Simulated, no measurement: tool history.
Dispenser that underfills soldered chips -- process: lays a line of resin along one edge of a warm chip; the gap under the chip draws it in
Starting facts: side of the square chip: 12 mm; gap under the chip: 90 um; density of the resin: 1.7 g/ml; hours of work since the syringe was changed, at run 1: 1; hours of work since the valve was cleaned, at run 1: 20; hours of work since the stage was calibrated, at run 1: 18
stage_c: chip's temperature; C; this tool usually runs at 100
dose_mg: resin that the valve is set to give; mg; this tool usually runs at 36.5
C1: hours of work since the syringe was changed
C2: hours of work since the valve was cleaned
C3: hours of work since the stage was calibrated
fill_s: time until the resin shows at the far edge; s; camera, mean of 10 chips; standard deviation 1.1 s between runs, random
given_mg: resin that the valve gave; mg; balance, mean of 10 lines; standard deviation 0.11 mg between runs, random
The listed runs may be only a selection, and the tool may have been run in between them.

run 1 hour=0 | stage_c=100 dose_mg=36.5 | C1=1 C2=20 C3=18 | fill_s=108.9 given_mg=35.84
run 2 hour=6.4 | stage_c=100 dose_mg=36.5 | C1=6 C2=25 C3=23 | fill_s=149.8 given_mg=35.55
-- hour=8.5 new syringe of resin
run 3 hour=10.9 | stage_c=100 dose_mg=36.5 | C1=2 C2=28 C3=26 | fill_s=112 given_mg=35.61
run 4 hour=14.5 | stage_c=100 dose_mg=36.5 | C1=5 C2=31 C3=29 | fill_s=135 given_mg=35.55
-- hour=18.6 new syringe of resin
run 5 hour=19.9 | stage_c=100 dose_mg=36.5 | C1=1 C2=35 C3=33 | fill_s=106.3 given_mg=35.45
run 6 hour=23.3 | stage_c=100 dose_mg=36.5 | C1=4 C2=37 C3=36 | fill_s=125.6 given_mg=35.07
-- hour=28.8 new syringe of resin
run 7 hour=30.4 | stage_c=100 dose_mg=36.5 | C1=1 C2=43 C3=41 | fill_s=108.1 given_mg=34.95
run 8 hour=35.1 | stage_c=100 dose_mg=36.5 | C1=5 C2=46 C3=44 | fill_s=138.6 given_mg=35.06
-- hour=39.2 new syringe of resin
run 9 hour=41 | stage_c=100 dose_mg=36.5 | C1=1 C2=51 C3=49 | fill_s=114.5 given_mg=34.82
run 10 hour=44.1 | stage_c=100 dose_mg=38.7 | C1=4 C2=53 C3=51 | fill_s=132.4 given_mg=37.16
-- hour=47.2 dispensing valve cleaned and set on the balance
-- hour=50.4 new syringe of resin
run 11 hour=51.4 | stage_c=96 dose_mg=33.9 | C1=1 C2=3 C3=56 | fill_s=126.2 given_mg=33.92
run 12 hour=57.7 | stage_c=86 dose_mg=31.6 | C1=6 C2=8 C3=61 | fill_s=264.9 given_mg=31.68
-- hour=60.8 new syringe of resin
run 13 hour=63.4 | stage_c=86 dose_mg=31.6 | C1=2 C2=12 C3=65 | fill_s=219.1 given_mg=31.45
run 14 hour=67.3 | stage_c=86 dose_mg=31.6 | C1=5 C2=15 C3=68 | fill_s=263 given_mg=31.21
-- hour=71 new syringe of resin
run 15 hour=72.5 | stage_c=100 dose_mg=35.8 | C1=1 C2=19 C3=72 | fill_s=107.5 given_mg=35.36
run 16 hour=78.3 | stage_c=100 dose_mg=42.2 | C1=6 C2=23 C3=76 | fill_s=142.6 given_mg=41.32
-- hour=81.1 new syringe of resin
run 17 hour=85.1 | stage_c=94 dose_mg=42.8 | C1=3 C2=28 C3=81 | fill_s=155.1 given_mg=41.74
run 18 hour=89.9 | stage_c=108 dose_mg=35.4 | C1=7 C2=32 C3=85 | fill_s=110.7 given_mg=34.6
-- hour=91.5 new syringe of resin
run 19 hour=94.9 | stage_c=108 dose_mg=35.4 | C1=3 C2=36 C3=89 | fill_s=86.8 given_mg=34.34
run 20 hour=97.8 | stage_c=108 dose_mg=35.4 | C1=5 C2=38 C3=91 | fill_s=101.2 given_mg=34.17

Selected run-to-run steps in fill_s, each split into two signed amounts: the part the tool would show with no hidden state at all (from settings, incoming material and random variation), and the remainder, which goes to the hidden state together with any gauge scatter not common to the measured and the hidden-state-free results:
Unlogged tool condition in this case: resin's viscosity, % of fresh resin's; dose that the valve gives, % of what is set; true chip temperature over the reading, C; drift of the gauge itself on fill_s, %; drift of the gauge itself on given_mg, %.
Run 11 -> 12: stage_c 96 -> 86, dose_mg 33.9 -> 31.6. fill_s +138.7 s: hidden state +73.5, all else +65.2.
Run 14 -> 15: stage_c 86 -> 100, dose_mg 31.6 -> 35.8, new syringe of resin. fill_s -155.5 s: hidden state -66.7, all else -88.8.

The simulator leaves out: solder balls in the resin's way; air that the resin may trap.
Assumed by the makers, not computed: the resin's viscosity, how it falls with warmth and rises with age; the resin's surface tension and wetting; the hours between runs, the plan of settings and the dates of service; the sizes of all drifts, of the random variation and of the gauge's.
